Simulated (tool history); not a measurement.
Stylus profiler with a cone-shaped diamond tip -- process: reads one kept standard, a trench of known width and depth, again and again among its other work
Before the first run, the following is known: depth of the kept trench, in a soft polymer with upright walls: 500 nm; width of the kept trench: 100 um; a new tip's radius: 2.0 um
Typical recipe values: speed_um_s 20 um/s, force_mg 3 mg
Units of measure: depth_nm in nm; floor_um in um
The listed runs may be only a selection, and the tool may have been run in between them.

run     day  speed_um_s  force_mg  depth_nm  floor_um
  1       0          20         3    508.48     96.79
  2   0.838          20         3    508.51     96.81
  3   2.092          20         3    508.43     96.74
  4   2.742          20         3    508.64     96.72
  5   3.796          20         3    508.46     96.72
  6   4.783          20         3    508.72      96.7
  7   6.296          36      1.63    505.97     96.68
  8   7.179          30      2.74    508.06     96.69
  9   8.454          54       1.2    504.96     96.54
 10     9.6          54       1.2    505.09     96.57
 11  10.708           9      1.23    504.81     96.64
 12  11.796          30      2.03    506.93     96.58

Below are 4 alternative next runs, each starting from the tool's condition after run 12. Predict each:
  A  12.421          62       1.1         ?         ?
  B  12.421           8      2.18         ?         ?
  C  12.421          49       2.9         ?         ?
  D  12.421          40       2.8         ?         ?

run  depth_nm  floor_um
  A    504.88     96.52
  B    507.02     96.65
  C    508.67     96.58
  D    508.46     96.55
What these runs would have given with no unlogged condition in the tool:
run  depth_nm  floor_um
  A    504.35     97.24
  B    506.49     97.36
  C    508.14     97.29
  D    507.93     97.27
